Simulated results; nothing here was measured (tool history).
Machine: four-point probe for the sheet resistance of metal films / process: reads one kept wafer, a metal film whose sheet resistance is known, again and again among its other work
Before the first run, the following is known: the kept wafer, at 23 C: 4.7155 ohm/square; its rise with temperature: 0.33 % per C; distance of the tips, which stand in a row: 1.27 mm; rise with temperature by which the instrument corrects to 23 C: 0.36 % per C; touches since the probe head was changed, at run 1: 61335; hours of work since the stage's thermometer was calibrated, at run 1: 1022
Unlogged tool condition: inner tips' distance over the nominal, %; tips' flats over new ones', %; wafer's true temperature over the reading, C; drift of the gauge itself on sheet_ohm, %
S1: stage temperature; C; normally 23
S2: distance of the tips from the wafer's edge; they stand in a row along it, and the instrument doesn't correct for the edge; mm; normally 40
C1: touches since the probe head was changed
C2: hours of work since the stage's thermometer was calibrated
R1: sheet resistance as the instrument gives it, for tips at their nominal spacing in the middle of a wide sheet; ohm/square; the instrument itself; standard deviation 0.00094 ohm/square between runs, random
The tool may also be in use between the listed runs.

{"run": 1, "hour": 0.0, "S1": 23, "S2": 40, "C1": 61335, "C2": 1022, "R1": 4.738141}
{"run": 2, "hour": 86.7, "S1": 23, "S2": 40, "C1": 65981, "C2": 1082, "R1": 4.738266}
{"run": 3, "hour": 182.7, "S1": 23, "S2": 14, "C1": 71126, "C2": 1147, "R1": 4.759419}
{"run": 4, "hour": 293.0, "S1": 23, "S2": 14, "C1": 77043, "C2": 1223, "R1": 4.758587}
{"run": 5, "hour": 420.6, "S1": 22, "S2": 40, "C1": 83880, "C2": 1311, "R1": 4.743747}
{"run": 6, "hour": 485.2, "S1": 22, "S2": 40, "C1": 87343, "C2": 1355, "R1": 4.742978}
{"run": 7, "hour": 606.3, "S1": 20, "S2": 40, "C1": 93834, "C2": 1438, "R1": 4.748419}
{"run": 8, "hour": 703.7, "S1": 20, "S2": 40, "C1": 99057, "C2": 1505, "R1": 4.748367}
{"run": 9, "hour": 766.7, "S1": 20, "S2": 40, "C1": 102434, "C2": 1548, "R1": 4.750683}
{"run": 10, "hour": 854.2, "S1": 20, "S2": 40, "C1": 107121, "C2": 1608, "R1": 4.749001}
{"run": 11, "hour": 943.5, "S1": 20, "S2": 40, "C1": 111911, "C2": 1669, "R1": 4.752698}
{"run": 12, "hour": 1036.5, "S1": 20, "S2": 40, "C1": 116892, "C2": 1733, "R1": 4.752352}
{"run": 13, "hour": 1119.7, "S1": 20, "S2": 40, "C1": 121356, "C2": 1790, "R1": 4.75413}
{"run": 14, "hour": 1230.4, "S1": 20, "S2": 40, "C1": 127285, "C2": 1866, "R1": 4.755435}
{"run": 15, "hour": 1327.4, "S1": 20, "S2": 40, "C1": 132485, "C2": 1932, "R1": 4.756351}
{"run": 16, "hour": 1392.6, "S1": 20, "S2": 40, "C1": 135982, "C2": 1977, "R1": 4.755392}
{"hour": 1439.9, "done": "stage's thermometer calibrated"}
{"run": 17, "hour": 1469.0, "S1": 20, "S2": 40, "C1": 140050, "C2": 20, "R1": 4.761193}
{"run": 18, "hour": 1523.8, "S1": 23, "S2": 40, "C1": 142985, "C2": 58, "R1": 4.757798}
{"run": 19, "hour": 1621.5, "S1": 23, "S2": 40, "C1": 148223, "C2": 125, "R1": 4.758302}
{"run": 20, "hour": 1743.4, "S1": 23, "S2": 40, "C1": 154756, "C2": 208, "R1": 4.758981}
{"run": 21, "hour": 1845.4, "S1": 23, "S2": 40, "C1": 160229, "C2": 278, "R1": 4.759409}
{"run": 22, "hour": 1900.9, "S1": 23, "S2": 40, "C1": 163201, "C2": 316, "R1": 4.761375}
{"run": 23, "hour": 2008.5, "S1": 29, "S2": 40, "C1": 168970, "C2": 390, "R1": 4.751643}
{"run": 24, "hour": 2116.5, "S1": 25, "S2": 4, "C1": 174759, "C2": 464, "R1": 4.99953}
{"hour": 2137.8, "done": "new probe head fitted"}
{"run": 25, "hour": 2231.1, "S1": 34, "S2": 66, "C1": 5004, "C2": 542, "R1": 4.702758}
{"run": 26, "hour": 2335.3, "S1": 29, "S2": 62, "C1": 10587, "C2": 613, "R1": 4.711402}
{"run": 27, "hour": 2447.7, "S1": 21, "S2": 55, "C1": 16614, "C2": 691, "R1": 4.727745}
{"run": 28, "hour": 2504.0, "S1": 25, "S2": 6, "C1": 19632, "C2": 729, "R1": 4.828437}
{"run": 29, "hour": 2572.9, "S1": 23, "S2": 7, "C1": 23324, "C2": 776, "R1": 4.803567}
{"run": 30, "hour": 2627.4, "S1": 24, "S2": 11, "C1": 26243, "C2": 814, "R1": 4.751977}
{"run": 31, "hour": 2708.4, "S1": 24, "S2": 11, "C1": 30585, "C2": 869, "R1": 4.754809}
{"run": 32, "hour": 2811.2, "S1": 32, "S2": 4, "C1": 36095, "C2": 940, "R1": 4.95057}
{"run": 33, "hour": 2893.3, "S1": 32, "S2": 4, "C1": 40498, "C2": 996, "R1": 4.950909}
{"run": 34, "hour": 3002.3, "S1": 19, "S2": 3, "C1": 46339, "C2": 1071, "R1": 5.14612}
{"run": 35, "hour": 3125.9, "S1": 19, "S2": 3, "C1": 52965, "C2": 1156, "R1": 5.149172}

The next listed run, before its measurement:
{"run": 36, "hour": 3233.4, "S1": 19, "S2": 3, "C1": 58730, "C2": 1229, "R1": "?"}

Logged for run 36: R1 5.148492 ohm/square.
With no hidden state in the tool, this same run would have given R1 5.134600 ohm/square.

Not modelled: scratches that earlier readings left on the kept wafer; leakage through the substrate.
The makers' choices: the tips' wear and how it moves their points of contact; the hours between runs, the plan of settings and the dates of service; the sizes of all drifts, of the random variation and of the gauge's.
